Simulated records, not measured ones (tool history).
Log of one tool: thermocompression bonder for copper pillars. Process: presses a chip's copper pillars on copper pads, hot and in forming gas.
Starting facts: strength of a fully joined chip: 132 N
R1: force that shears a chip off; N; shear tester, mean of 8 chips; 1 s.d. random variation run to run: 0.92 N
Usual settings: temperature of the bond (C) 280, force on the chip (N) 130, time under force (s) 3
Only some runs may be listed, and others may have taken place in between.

run 1 day=0 | temperature_of_the_bond_(C)=280 force_on_the_chip_(N)=130 time_under_force_(s)=3 | R1=76.8
run 2 day=1.429 | temperature_of_the_bond_(C)=280 force_on_the_chip_(N)=130 time_under_force_(s)=3 | R1=77.4
run 3 day=3.154 | temperature_of_the_bond_(C)=280 force_on_the_chip_(N)=130 time_under_force_(s)=3 | R1=76.7
run 4 day=4.729 | temperature_of_the_bond_(C)=280 force_on_the_chip_(N)=130 time_under_force_(s)=3 | R1=77.3
run 5 day=5.475 | temperature_of_the_bond_(C)=280 force_on_the_chip_(N)=130 time_under_force_(s)=3 | R1=76.4
run 6 day=7.108 | temperature_of_the_bond_(C)=280 force_on_the_chip_(N)=130 time_under_force_(s)=4 | R1=84.9
run 7 day=8.408 | temperature_of_the_bond_(C)=280 force_on_the_chip_(N)=130 time_under_force_(s)=4 | R1=81.3
run 8 day=9.9 | temperature_of_the_bond_(C)=280 force_on_the_chip_(N)=130 time_under_force_(s)=4 | R1=83.7
run 9 day=10.962 | temperature_of_the_bond_(C)=280 force_on_the_chip_(N)=130 time_under_force_(s)=2 | R1=68.4
run 10 day=12.8 | temperature_of_the_bond_(C)=280 force_on_the_chip_(N)=130 time_under_force_(s)=2 | R1=68
run 11 day=14.612 | temperature_of_the_bond_(C)=280 force_on_the_chip_(N)=130 time_under_force_(s)=2 | R1=67.8
run 12 day=16.225 | temperature_of_the_bond_(C)=280 force_on_the_chip_(N)=130 time_under_force_(s)=2 | R1=67.7
run 13 day=17.675 | temperature_of_the_bond_(C)=280 force_on_the_chip_(N)=112 time_under_force_(s)=2 | R1=61.2
run 14 day=19.212 | temperature_of_the_bond_(C)=280 force_on_the_chip_(N)=112 time_under_force_(s)=2 | R1=61
run 15 day=20.208 | temperature_of_the_bond_(C)=280 force_on_the_chip_(N)=112 time_under_force_(s)=2 | R1=60.5
run 16 day=21.2 | temperature_of_the_bond_(C)=280 force_on_the_chip_(N)=112 time_under_force_(s)=2 | R1=59.8
run 17 day=22.692 | temperature_of_the_bond_(C)=280 force_on_the_chip_(N)=112 time_under_force_(s)=2 | R1=59.2
run 18 day=23.558 | temperature_of_the_bond_(C)=280 force_on_the_chip_(N)=112 time_under_force_(s)=2 | R1=60.9
run 19 day=25.108 | temperature_of_the_bond_(C)=280 force_on_the_chip_(N)=112 time_under_force_(s)=2 | R1=61.6
run 20 day=26.583 | temperature_of_the_bond_(C)=280 force_on_the_chip_(N)=135 time_under_force_(s)=3 | R1=77.5
run 21 day=28.412 | temperature_of_the_bond_(C)=293 force_on_the_chip_(N)=130 time_under_force_(s)=4 | R1=91.7
run 22 day=29.825 | temperature_of_the_bond_(C)=298 force_on_the_chip_(N)=108 time_under_force_(s)=2 | R1=70.4
run 23 day=30.946 | temperature_of_the_bond_(C)=289 force_on_the_chip_(N)=130 time_under_force_(s)=3 | R1=81.9
run 24 day=31.775 | temperature_of_the_bond_(C)=265 force_on_the_chip_(N)=179 time_under_force_(s)=3 | R1=83.1
run 25 day=33.396 | temperature_of_the_bond_(C)=278 force_on_the_chip_(N)=81 time_under_force_(s)=4 | R1=60.3
run 26 day=34.425 | temperature_of_the_bond_(C)=272 force_on_the_chip_(N)=187 time_under_force_(s)=4 | R1=97.2
run 27 day=35.796 | temperature_of_the_bond_(C)=258 force_on_the_chip_(N)=130 time_under_force_(s)=2 | R1=54.2
run 28 day=36.625 | temperature_of_the_bond_(C)=272 force_on_the_chip_(N)=88 time_under_force_(s)=6 | R1=68.8
run 29 day=38.15 | temperature_of_the_bond_(C)=272 force_on_the_chip_(N)=169 time_under_force_(s)=3 | R1=89.1
run 30 day=39.367 | temperature_of_the_bond_(C)=272 force_on_the_chip_(N)=169 time_under_force_(s)=3 | R1=87.5
run 31 day=41.183 | temperature_of_the_bond_(C)=252 force_on_the_chip_(N)=87 time_under_force_(s)=2 | R1=35.7
run 32 day=42.675 | temperature_of_the_bond_(C)=251 force_on_the_chip_(N)=85 time_under_force_(s)=2 | R1=36.6
run 33 day=44.1 | temperature_of_the_bond_(C)=251 force_on_the_chip_(N)=85 time_under_force_(s)=2 | R1=35.5
run 34 day=45.783 | temperature_of_the_bond_(C)=251 force_on_the_chip_(N)=85 time_under_force_(s)=2 | R1=36.4
run 35 day=47.308 | temperature_of_the_bond_(C)=308 force_on_the_chip_(N)=85 time_under_force_(s)=5 | R1=83.7
run 36 day=48.638 | temperature_of_the_bond_(C)=302 force_on_the_chip_(N)=170 time_under_force_(s)=5 | R1=112.4
run 37 day=49.629 | temperature_of_the_bond_(C)=290 force_on_the_chip_(N)=185 time_under_force_(s)=7 | R1=117.8
run 38 day=51.183 | temperature_of_the_bond_(C)=303 force_on_the_chip_(N)=130 time_under_force_(s)=3 | R1=89.1
run 39 day=52.383 | temperature_of_the_bond_(C)=303 force_on_the_chip_(N)=130 time_under_force_(s)=3 | R1=92.2

Not shown here: 6 entries made in the log between runs. Locate each between two listed runs and compare the hidden state at the listed run before it with the hidden state at the listed run after it:
Between runs 9 and 10: forming gas filter changed (day 12.688)
  true temperature of the bond over the reading, C: -0.4 -> -0.5; force that reaches the chip, % of what is set: 100.2 -> 100.3; oxide that the forming gas leaves, % of the face: 0.95 -> 0.5
Between runs 18 and 19: heater calibrated with a thermocouple chip (day 24.892); force cell calibrated (day 24.954)
  true temperature of the bond over the reading, C: -0.6 -> 0; force that reaches the chip, % of what is set: 100.3 -> 100; oxide that the forming gas leaves, % of the face: 0.95 -> 1
Between runs 19 and 20: forming gas filter changed (day 25.467)
  true temperature of the bond over the reading, C: 0 -> -0.1; oxide that the forming gas leaves, % of the face: 1 -> 0.55
Between runs 28 and 29: forming gas filter changed (day 38.108)
  oxide that the forming gas leaves, % of the face: 0.95 -> 0.5
Between runs 37 and 38: forming gas filter changed (day 50.75)
  oxide that the forming gas leaves, % of the face: 0.98 -> 0.52

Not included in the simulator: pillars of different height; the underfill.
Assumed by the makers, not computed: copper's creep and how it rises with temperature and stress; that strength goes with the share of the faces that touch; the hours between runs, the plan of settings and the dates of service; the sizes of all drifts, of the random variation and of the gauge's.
